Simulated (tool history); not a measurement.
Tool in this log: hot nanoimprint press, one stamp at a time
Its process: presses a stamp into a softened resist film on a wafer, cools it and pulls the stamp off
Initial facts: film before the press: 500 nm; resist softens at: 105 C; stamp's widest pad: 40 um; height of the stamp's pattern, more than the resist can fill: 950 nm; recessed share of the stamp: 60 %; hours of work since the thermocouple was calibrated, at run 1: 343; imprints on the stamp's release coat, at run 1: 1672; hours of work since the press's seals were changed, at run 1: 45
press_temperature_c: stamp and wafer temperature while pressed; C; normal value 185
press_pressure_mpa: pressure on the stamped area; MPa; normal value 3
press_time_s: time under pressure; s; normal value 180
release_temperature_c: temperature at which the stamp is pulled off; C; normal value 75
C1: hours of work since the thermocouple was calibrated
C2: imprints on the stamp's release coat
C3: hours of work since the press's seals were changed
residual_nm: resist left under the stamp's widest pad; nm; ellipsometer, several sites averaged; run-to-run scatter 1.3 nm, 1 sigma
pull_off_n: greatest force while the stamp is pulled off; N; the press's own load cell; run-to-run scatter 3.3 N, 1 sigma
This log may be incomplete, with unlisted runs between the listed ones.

{"run": 1, "hour": 0.0, "press_temperature_c": 185, "press_pressure_mpa": 3, "press_time_s": 180, "release_temperature_c": 75, "C1": 343, "C2": 1672, "C3": 45, "residual_nm": 210.6, "pull_off_n": 247}
{"run": 2, "hour": 6.9, "press_temperature_c": 185, "press_pressure_mpa": 3, "press_time_s": 180, "release_temperature_c": 75, "C1": 346, "C2": 1694, "C3": 49, "residual_nm": 210.3, "pull_off_n": 248}
{"run": 3, "hour": 16.3, "press_temperature_c": 185, "press_pressure_mpa": 3, "press_time_s": 296, "release_temperature_c": 75, "C1": 351, "C2": 1724, "C3": 53, "residual_nm": 175.4, "pull_off_n": 249}
{"run": 4, "hour": 26.2, "press_temperature_c": 185, "press_pressure_mpa": 3, "press_time_s": 180, "release_temperature_c": 75, "C1": 356, "C2": 1756, "C3": 58, "residual_nm": 212.8, "pull_off_n": 250}
{"run": 5, "hour": 35.2, "press_temperature_c": 185, "press_pressure_mpa": 3, "press_time_s": 180, "release_temperature_c": 75, "C1": 361, "C2": 1784, "C3": 63, "residual_nm": 212.5, "pull_off_n": 247}
{"run": 6, "hour": 40.1, "press_temperature_c": 185, "press_pressure_mpa": 3, "press_time_s": 180, "release_temperature_c": 75, "C1": 363, "C2": 1800, "C3": 65, "residual_nm": 214.1, "pull_off_n": 255}
{"run": 7, "hour": 44.2, "press_temperature_c": 185, "press_pressure_mpa": 3, "press_time_s": 180, "release_temperature_c": 75, "C1": 365, "C2": 1813, "C3": 67, "residual_nm": 213.4, "pull_off_n": 246}
{"run": 8, "hour": 53.9, "press_temperature_c": 185, "press_pressure_mpa": 3, "press_time_s": 180, "release_temperature_c": 75, "C1": 370, "C2": 1844, "C3": 72, "residual_nm": 212.5, "pull_off_n": 249}
{"run": 9, "hour": 59.5, "press_temperature_c": 185, "press_pressure_mpa": 2.59, "press_time_s": 180, "release_temperature_c": 75, "C1": 373, "C2": 1862, "C3": 75, "residual_nm": 229.8, "pull_off_n": 244}
{"run": 10, "hour": 65.2, "press_temperature_c": 185, "press_pressure_mpa": 2.59, "press_time_s": 180, "release_temperature_c": 75, "C1": 376, "C2": 1880, "C3": 78, "residual_nm": 229.2, "pull_off_n": 252}
{"run": 11, "hour": 75.2, "press_temperature_c": 185, "press_pressure_mpa": 3, "press_time_s": 180, "release_temperature_c": 75, "C1": 381, "C2": 1912, "C3": 83, "residual_nm": 213.3, "pull_off_n": 257}
{"run": 12, "hour": 81.1, "press_temperature_c": 185, "press_pressure_mpa": 3, "press_time_s": 180, "release_temperature_c": 75, "C1": 383, "C2": 1930, "C3": 86, "residual_nm": 213.1, "pull_off_n": 250}
{"run": 13, "hour": 87.0, "press_temperature_c": 185, "press_pressure_mpa": 3, "press_time_s": 180, "release_temperature_c": 75, "C1": 386, "C2": 1949, "C3": 89, "residual_nm": 211.1, "pull_off_n": 253}
{"hour": 96.6, "done": "stamp cleaned and given a new release coat"}
{"run": 14, "hour": 101.6, "press_temperature_c": 185, "press_pressure_mpa": 3, "press_time_s": 142, "release_temperature_c": 75, "C1": 391, "C2": 16, "C3": 93, "residual_nm": 232, "pull_off_n": 222}
{"run": 15, "hour": 109.6, "press_temperature_c": 185, "press_pressure_mpa": 3, "press_time_s": 209, "release_temperature_c": 75, "C1": 395, "C2": 41, "C3": 97, "residual_nm": 200.4, "pull_off_n": 224}
{"run": 16, "hour": 114.7, "press_temperature_c": 185, "press_pressure_mpa": 1.84, "press_time_s": 180, "release_temperature_c": 75, "C1": 397, "C2": 58, "C3": 100, "residual_nm": 268.6, "pull_off_n": 221}
{"run": 17, "hour": 122.3, "press_temperature_c": 181, "press_pressure_mpa": 3.81, "press_time_s": 100, "release_temperature_c": 74, "C1": 401, "C2": 82, "C3": 103, "residual_nm": 260.6, "pull_off_n": 230}
{"run": 18, "hour": 129.8, "press_temperature_c": 195, "press_pressure_mpa": 3.81, "press_time_s": 100, "release_temperature_c": 74, "C1": 405, "C2": 106, "C3": 107, "residual_nm": 173.2, "pull_off_n": 230}
{"run": 19, "hour": 136.1, "press_temperature_c": 195, "press_pressure_mpa": 3.81, "press_time_s": 100, "release_temperature_c": 74, "C1": 408, "C2": 126, "C3": 110, "residual_nm": 173.5, "pull_off_n": 230}
{"run": 20, "hour": 140.6, "press_temperature_c": 195, "press_pressure_mpa": 3.81, "press_time_s": 100, "release_temperature_c": 74, "C1": 410, "C2": 140, "C3": 113, "residual_nm": 173.1, "pull_off_n": 230}
{"run": 21, "hour": 146.0, "press_temperature_c": 195, "press_pressure_mpa": 3.81, "press_time_s": 100, "release_temperature_c": 74, "C1": 413, "C2": 158, "C3": 115, "residual_nm": 174.6, "pull_off_n": 227}
{"run": 22, "hour": 153.9, "press_temperature_c": 195, "press_pressure_mpa": 3.81, "press_time_s": 100, "release_temperature_c": 74, "C1": 417, "C2": 183, "C3": 119, "residual_nm": 172.9, "pull_off_n": 234}
{"run": 23, "hour": 160.2, "press_temperature_c": 187, "press_pressure_mpa": 4.43, "press_time_s": 207, "release_temperature_c": 75, "C1": 420, "C2": 203, "C3": 122, "residual_nm": 154.5, "pull_off_n": 225}
{"run": 24, "hour": 165.1, "press_temperature_c": 178, "press_pressure_mpa": 2.36, "press_time_s": 207, "release_temperature_c": 75, "C1": 422, "C2": 218, "C3": 125, "residual_nm": 282.2, "pull_off_n": 222}
{"run": 25, "hour": 173.1, "press_temperature_c": 178, "press_pressure_mpa": 2.36, "press_time_s": 207, "release_temperature_c": 75, "C1": 426, "C2": 244, "C3": 129, "residual_nm": 283.7, "pull_off_n": 229}
{"run": 26, "hour": 183.1, "press_temperature_c": 178, "press_pressure_mpa": 2.36, "press_time_s": 207, "release_temperature_c": 75, "C1": 431, "C2": 276, "C3": 134, "residual_nm": 284.5, "pull_off_n": 228}
{"run": 27, "hour": 191.5, "press_temperature_c": 185, "press_pressure_mpa": 2.2, "press_time_s": 180, "release_temperature_c": 61, "C1": 436, "C2": 303, "C3": 138, "residual_nm": 250.3, "pull_off_n": 308}
{"run": 28, "hour": 201.2, "press_temperature_c": 185, "press_pressure_mpa": 4.05, "press_time_s": 114, "release_temperature_c": 75, "C1": 440, "C2": 334, "C3": 143, "residual_nm": 214.7, "pull_off_n": 235}
{"run": 29, "hour": 210.5, "press_temperature_c": 185, "press_pressure_mpa": 2.37, "press_time_s": 100, "release_temperature_c": 75, "C1": 445, "C2": 363, "C3": 147, "residual_nm": 290.5, "pull_off_n": 225}
{"run": 30, "hour": 215.2, "press_temperature_c": 185, "press_pressure_mpa": 2.37, "press_time_s": 100, "release_temperature_c": 75, "C1": 447, "C2": 378, "C3": 150, "residual_nm": 292.1, "pull_off_n": 229}
{"run": 31, "hour": 222.1, "press_temperature_c": 185, "press_pressure_mpa": 2.37, "press_time_s": 100, "release_temperature_c": 72, "C1": 451, "C2": 400, "C3": 153, "residual_nm": 295.9, "pull_off_n": 246}

Some steps in residual_nm, run to run, broken into two amounts with sign: the step expected even without the hidden condition (settings, incoming material, random variation), and the rest, left for the hidden condition together with whatever gauge scatter is not in both the measured and the hidden-condition-free result:
The hidden state here: true temperature over the reading, C; pressure that arrives at the usual setting, %; grip of the stamp's worn release coat, % over a new coat's; drift of the gauge itself on residual_nm, %; drift of the gauge itself on pull_off_n, %.
Run 17 -> 18: press_temperature_c 181 -> 195. residual_nm -87.4 nm: hidden state -5.6, all else -81.8.
Run 23 -> 24: press_temperature_c 187 -> 178, press_pressure_mpa 4.43 -> 2.36. residual_nm +127.7 nm: hidden state +6.7, all else +121.
Run 26 -> 27: press_temperature_c 178 -> 185, press_pressure_mpa 2.36 -> 2.2, press_time_s 207 -> 180, release_temperature_c 75 -> 61. residual_nm -34.2 nm: hidden state -2.3, all else -31.9.
Run 28 -> 29: press_pressure_mpa 4.05 -> 2.37, press_time_s 114 -> 100. residual_nm +75.8 nm: hidden state +2, all else +73.8.
